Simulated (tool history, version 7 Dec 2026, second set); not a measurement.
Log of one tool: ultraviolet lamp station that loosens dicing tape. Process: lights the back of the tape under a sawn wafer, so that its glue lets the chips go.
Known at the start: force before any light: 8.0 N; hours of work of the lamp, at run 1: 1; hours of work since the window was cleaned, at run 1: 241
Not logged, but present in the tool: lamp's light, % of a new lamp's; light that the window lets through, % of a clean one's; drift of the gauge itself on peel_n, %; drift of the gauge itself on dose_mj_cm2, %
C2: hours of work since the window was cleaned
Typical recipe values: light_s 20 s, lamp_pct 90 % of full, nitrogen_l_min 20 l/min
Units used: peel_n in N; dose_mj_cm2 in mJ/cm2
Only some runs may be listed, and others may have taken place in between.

Run 1, day 0: usual settings; hours of work of the lamp 1; C2 241. Result: peel_n 0.474 N, dose_mj_cm2 404 mJ/cm2.
At day 0.546: window cleaned of glue's vapour.
Run 2, day 0.912: usual settings but lamp_pct 89 % of full; hours of work of the lamp 10; C2 4. Result: peel_n 0.54 N, dose_mj_cm2 376 mJ/cm2.
Run 3, day 1.767: usual settings; hours of work of the lamp 19; C2 12. Result: peel_n 0.547 N, dose_mj_cm2 379 mJ/cm2.
Run 4, day 2.488: usual settings but nitrogen_l_min 22 l/min; hours of work of the lamp 26; C2 19. Result: peel_n 0.497 N, dose_mj_cm2 376 mJ/cm2.
Run 5, day 2.896: usual settings but nitrogen_l_min 22 l/min; hours of work of the lamp 30; C2 24. Result: peel_n 0.516 N, dose_mj_cm2 377 mJ/cm2.
Run 6, day 3.596: usual settings but nitrogen_l_min 22 l/min; hours of work of the lamp 37; C2 31. Result: peel_n 0.516 N, dose_mj_cm2 375 mJ/cm2.
Run 7, day 4.317: usual settings but nitrogen_l_min 22 l/min; hours of work of the lamp 44; C2 38. Result: peel_n 0.518 N, dose_mj_cm2 376 mJ/cm2.
Run 8, day 4.75: usual settings but nitrogen_l_min 27 l/min; hours of work of the lamp 48; C2 42. Result: peel_n 0.417 N, dose_mj_cm2 369 mJ/cm2.
Run 9, day 5.221: usual settings but light_s 11 s, lamp_pct 86 % of full, nitrogen_l_min 27 l/min; hours of work of the lamp 53; C2 47. Result: peel_n 1.552 N, dose_mj_cm2 192 mJ/cm2.
Run 10, day 5.725: usual settings but light_s 18 s, lamp_pct 93 % of full, nitrogen_l_min 8 l/min; hours of work of the lamp 58; C2 52. Result: peel_n 1.418 N, dose_mj_cm2 344 mJ/cm2.
At day 6.158: window cleaned of glue's vapour, once more.
Run 11, day 6.296: usual settings but light_s 32 s, nitrogen_l_min 27 l/min; hours of work of the lamp 64; C2 1. Result: peel_n 0.136 N, dose_mj_cm2 718 mJ/cm2.
Run 12, day 7.225: usual settings but light_s 32 s, nitrogen_l_min 27 l/min; hours of work of the lamp 73; C2 11. Result: peel_n 0.133 N, dose_mj_cm2 712 mJ/cm2.
Run 13, day 7.658: usual settings but light_s 32 s, nitrogen_l_min 27 l/min; hours of work of the lamp 77; C2 15. Result: peel_n 0.136 N, dose_mj_cm2 719 mJ/cm2.
Run 14, day 8.517: usual settings but nitrogen_l_min 21 l/min; hours of work of the lamp 86; C2 24. Result: peel_n 0.356 N, dose_mj_cm2 441 mJ/cm2.
Run 15, day 8.992: usual settings but light_s 35 s, lamp_pct 68 % of full, nitrogen_l_min 25 l/min; hours of work of the lamp 91; C2 28. Result: peel_n 0.158 N, dose_mj_cm2 587 mJ/cm2.

Predict each of these 5 candidate next runs independently; none follows another, all start after run 15:
Run A, day 9.725: usual settings but light_s 24 s, lamp_pct 79 % of full; hours of work of the lamp 98; C2 36. Result: peel_n ?, dose_mj_cm2 ?.
Run B, day 9.725: usual settings but light_s 35 s, lamp_pct 68 % of full, nitrogen_l_min 17 l/min; hours of work of the lamp 98; C2 36. Result: peel_n ?, dose_mj_cm2 ?.
Run C, day 9.725: usual settings but light_s 23 s, lamp_pct 91 % of full, nitrogen_l_min 39 l/min; hours of work of the lamp 98; C2 36. Result: peel_n ?, dose_mj_cm2 ?.
Run D, day 9.725: usual settings but lamp_pct 71 % of full; hours of work of the lamp 98; C2 36. Result: peel_n ?, dose_mj_cm2 ?.
Run E, day 9.725: usual settings but light_s 17 s, lamp_pct 67 % of full, nitrogen_l_min 28 l/min; hours of work of the lamp 98; C2 36. Result: peel_n ?, dose_mj_cm2 ?.

run  peel_n  dose_mj_cm2
  A   0.327          459
  B   0.228          586
  C   0.171          512
  D   0.668          346
  E   0.775          278
With the hidden condition removed and each run's random variation left untouched, the same runs would have given:
run  peel_n  dose_mj_cm2
  A   0.292          482
  B   0.207          615
  C    0.16          538
  D     0.6          363
  E   0.699          292

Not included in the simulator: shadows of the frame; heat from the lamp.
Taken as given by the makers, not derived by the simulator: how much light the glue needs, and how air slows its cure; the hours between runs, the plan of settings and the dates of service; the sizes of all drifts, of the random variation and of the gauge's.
